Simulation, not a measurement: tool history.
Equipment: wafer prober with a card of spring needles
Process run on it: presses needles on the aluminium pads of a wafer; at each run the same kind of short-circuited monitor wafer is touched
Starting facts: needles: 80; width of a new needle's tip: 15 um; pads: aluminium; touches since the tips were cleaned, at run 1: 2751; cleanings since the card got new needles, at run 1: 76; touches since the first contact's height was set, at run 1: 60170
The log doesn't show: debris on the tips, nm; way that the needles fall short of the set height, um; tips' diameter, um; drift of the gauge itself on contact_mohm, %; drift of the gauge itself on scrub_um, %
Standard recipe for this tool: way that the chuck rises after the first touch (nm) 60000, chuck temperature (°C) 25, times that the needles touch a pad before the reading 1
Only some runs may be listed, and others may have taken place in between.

run     day  way that the chuck rises after the first touch (nm)  chuck temperature (°C)  times that the needles touch a pad before the reading  touches since the tips were cleaned  cleanings since the card got new needles  touches since the first contact's height was set  resistance of one needle with its contact and lead (mohm)  way that a needle slides on the pad (nm)
  1       0                                                60000                      25                                                      1                                 2751                                        76                                             60170                                                        150                                     15140
      0.121  -- tips cleaned on abrasive film
      0.679  -- tips cleaned on abrasive film
      1.283  -- tips cleaned on abrasive film
  2   1.683                                                60000                      25                                                      1                                 2309                                        79                                             69766                                                        151                                     15190
      1.817  -- tips cleaned on abrasive film
      2.425  -- tips cleaned on abrasive film
  3   2.812                                                60000                      39                                                      1                                 2215                                        81                                             76199                                                        154                                     15250
      2.946  -- tips cleaned on abrasive film
      3.546  -- tips cleaned on abrasive film
  4   3.704                                                60000                      39                                                      1                                  895                                        83                                             81267                                                        152                                     15170
      4.092  -- tips cleaned on abrasive film
      4.625  -- tips cleaned on abrasive film
  5   4.625                                                60000                      25                                                      3                                    0                                        85                                             86521                                                        152                                     15140
      5.238  -- tips cleaned on abrasive film
      5.771  -- tips cleaned on abrasive film
  6   5.771                                                60000                      25                                                      3                                    0                                        87                                             93048                                                        150                                     15260
        6.4  -- tips cleaned on abrasive film
      6.996  -- tips cleaned on abrasive film
      7.596  -- tips cleaned on abrasive film
  7   7.804                                                60000                      25                                                      1                                 1203                                        90                                            104663                                                        149                                     15170
      8.188  -- tips cleaned on abrasive film
      8.821  -- tips cleaned on abrasive film
      9.458  -- tips cleaned on abrasive film
  8   9.475                                                60000                      25                                                      1                                   77                                        93                                            114164                                                        152                                     15280
      9.992  -- tips cleaned on abrasive film
     10.508  -- tips cleaned on abrasive film
  9  11.021                                                60000                      25                                                      1                                 2933                                        95                                            122994                                                        150                                     15240
     11.117  -- tips cleaned on abrasive film
     11.725  -- tips cleaned on abrasive film
     12.346  -- tips cleaned on abrasive film
 10  12.496                                                60000                      25                                                      1                                  873                                        98                                            131414                                                        150                                     15160
     12.862  -- tips cleaned on abrasive film
       13.5  -- tips cleaned on abrasive film
 11  13.633                                                60000                      86                                                      1                                  765                                       100                                            137878                                                        160                                     15340
     14.075  -- tips cleaned on abrasive film
     14.612  -- tips cleaned on abrasive film
     15.238  -- tips cleaned on abrasive film
 12  15.408                                                60000                      86                                                      1                                  977                                       103                                            148001                                                        161                                     15270
     15.796  -- tips cleaned on abrasive film
     16.312  -- tips cleaned on abrasive film
 13  16.358                                                60000                      86                                                      1                                  273                                       105                                            153428                                                        159                                     15330
     16.958  -- tips cleaned on abrasive film
     17.558  -- tips cleaned on abrasive film
 14  17.667                                                60000                      86                                                      1                                  616                                       107                                            160870                                                        160                                     15270
     18.125  -- tips cleaned on abrasive film
     18.721  -- tips cleaned on abrasive film
     19.308  -- tips cleaned on abrasive film
 15  19.308                                                60000                      25                                                      1                                    0                                       110                                            170240                                                        150                                     15450

What does the tool deliver on the next run?
     19.929  -- tips cleaned on abrasive film
     20.529  -- tips cleaned on abrasive film
 16  20.529                                                60000                      25                                                      2                                    0                                       112                                            177208                                                          ?                                         ?

{"run 16": {"resistance of one needle with its contact and lead (mohm)": 151, "way that a needle slides on the pad (nm)": 15380}}
Were there no unlogged condition in the tool, this run, its random variation unchanged, would have produced resistance of one needle with its contact and lead (mohm) 151, way that a needle slides on the pad (nm) 15190.

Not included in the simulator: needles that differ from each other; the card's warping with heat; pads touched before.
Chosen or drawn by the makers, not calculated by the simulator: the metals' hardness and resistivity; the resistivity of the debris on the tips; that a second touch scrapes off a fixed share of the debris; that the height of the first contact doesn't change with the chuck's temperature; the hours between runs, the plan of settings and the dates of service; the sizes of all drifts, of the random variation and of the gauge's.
